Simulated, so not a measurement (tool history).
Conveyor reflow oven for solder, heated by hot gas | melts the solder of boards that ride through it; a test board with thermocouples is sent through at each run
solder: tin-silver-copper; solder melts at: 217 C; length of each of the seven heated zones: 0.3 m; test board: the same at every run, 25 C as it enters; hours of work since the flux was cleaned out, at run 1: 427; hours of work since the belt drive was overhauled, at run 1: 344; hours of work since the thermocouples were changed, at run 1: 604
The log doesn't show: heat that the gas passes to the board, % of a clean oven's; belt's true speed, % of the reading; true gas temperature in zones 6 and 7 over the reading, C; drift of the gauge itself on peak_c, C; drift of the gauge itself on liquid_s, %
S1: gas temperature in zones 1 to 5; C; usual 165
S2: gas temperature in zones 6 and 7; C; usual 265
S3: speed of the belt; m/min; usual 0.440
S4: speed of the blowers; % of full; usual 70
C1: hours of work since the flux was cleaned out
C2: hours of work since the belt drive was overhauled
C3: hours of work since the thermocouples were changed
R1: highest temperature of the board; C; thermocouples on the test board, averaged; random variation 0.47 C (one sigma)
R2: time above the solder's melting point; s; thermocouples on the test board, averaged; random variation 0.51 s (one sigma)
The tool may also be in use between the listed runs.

run,hour,S1,S2,S3,S4,C1,C2,C3,R1,R2
1,0.0,165,265,0.440,70,427,344,604,248.7,54.3
# hour 10.9: flux residue cleaned out of gas plates and filters
2,19.2,165,265,0.440,62,6,354,614,245.5,52.1
3,32.3,165,265,0.411,70,15,363,623,250.6,62.3
4,49.0,161,265,0.440,70,27,374,635,248.1,53.6
5,70.5,161,265,0.440,70,42,390,650,246.9,52.4
6,90.1,161,265,0.440,70,55,403,663,246.8,52.1
7,112.2,161,265,0.440,70,71,419,679,247.8,53.4
8,128.6,155,265,0.422,70,82,430,690,248.6,53.8
9,147.4,151,265,0.448,70,95,443,703,245.3,46.6
10,168.5,151,265,0.448,70,110,458,718,244.9,46.3
11,182.7,151,265,0.448,70,120,468,728,245.7,46.9

Forecast each of these 3 alternatives for the next run:
A,201.2,165,269,0.490,53,133,481,741,?,?
B,201.2,174,265,0.448,70,133,481,741,?,?
C,201.2,165,265,0.382,88,133,481,741,?,?

run,R1,R2
A,241.5,40.0
B,248.8,58.2
C,255.8,72.9
Without the tool's hidden state the same runs would have given:
run,R1,R2
A,241.7,40.3
B,249.1,58.4
C,256.1,73.1
